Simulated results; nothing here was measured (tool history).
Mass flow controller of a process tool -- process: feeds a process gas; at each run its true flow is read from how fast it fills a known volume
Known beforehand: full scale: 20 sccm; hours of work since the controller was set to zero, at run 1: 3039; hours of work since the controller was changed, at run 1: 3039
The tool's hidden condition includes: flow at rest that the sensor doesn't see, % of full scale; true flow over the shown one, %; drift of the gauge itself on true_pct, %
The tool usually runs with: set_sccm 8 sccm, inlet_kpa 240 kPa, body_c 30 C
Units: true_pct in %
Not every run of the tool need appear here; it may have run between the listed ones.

run,hour,set_sccm,inlet_kpa,body_c,hours of work since the controller was set to zero,hours of work since the controller was changed,true_pct
1,0,8,240,30,3039,3039,98.82
2,589.8,8,240,30,3323,3323,98.8
3,903.4,8,240,30,3474,3474,98.74
4,1167,8,240,30,3601,3601,98.58
5,1476.1,8,240,30,3750,3750,98.57
6,1721.9,11,240,30,3869,3869,98.67
7,1982.4,11,240,30,3994,3994,98.39
8,2470.1,11,240,30,4229,4229,98.33
9,3042.8,11,240,30,4505,4505,98.34
10,3506.9,6,274,20,4729,4729,97.81
11,3816.3,3,143,30,4878,4878,99.39
12,4305,2,143,30,5113,5113,100.31
13,4815.1,14,146,25,5359,5359,97.86
14,5146.1,14,146,25,5518,5518,97.78
15,5431.2,8,162,30,5656,5656,98.24
16,5977.7,3,165,37,5919,5919,99.93
17,6427.9,3,165,37,6136,6136,99.81

Consider 4 possible next runs. They are alternatives, not a sequence: every one starts from the tool as it was left by run 17. What does each give?
# hour 6616.1: controller's zero set anew
# hour 6619.1: controller exchanged for a calibrated one
A,6868.7,3,168,35,120,120,?
# hour 6616.1: controller's zero set anew
# hour 6619.1: controller exchanged for a calibrated one
B,6868.7,17,216,30,120,120,?
# hour 6616.1: controller's zero set anew
# hour 6619.1: controller exchanged for a calibrated one
C,6868.7,13,163,39,120,120,?
# hour 6616.1: controller's zero set anew
# hour 6619.1: controller exchanged for a calibrated one
D,6868.7,11,233,35,120,120,?

run,true_pct
A,100.42
B,100.03
C,100.74
D,100.33
Without the tool's hidden state the same runs would have given:
run,true_pct
A,100.52
B,100.22
C,100.93
D,100.51
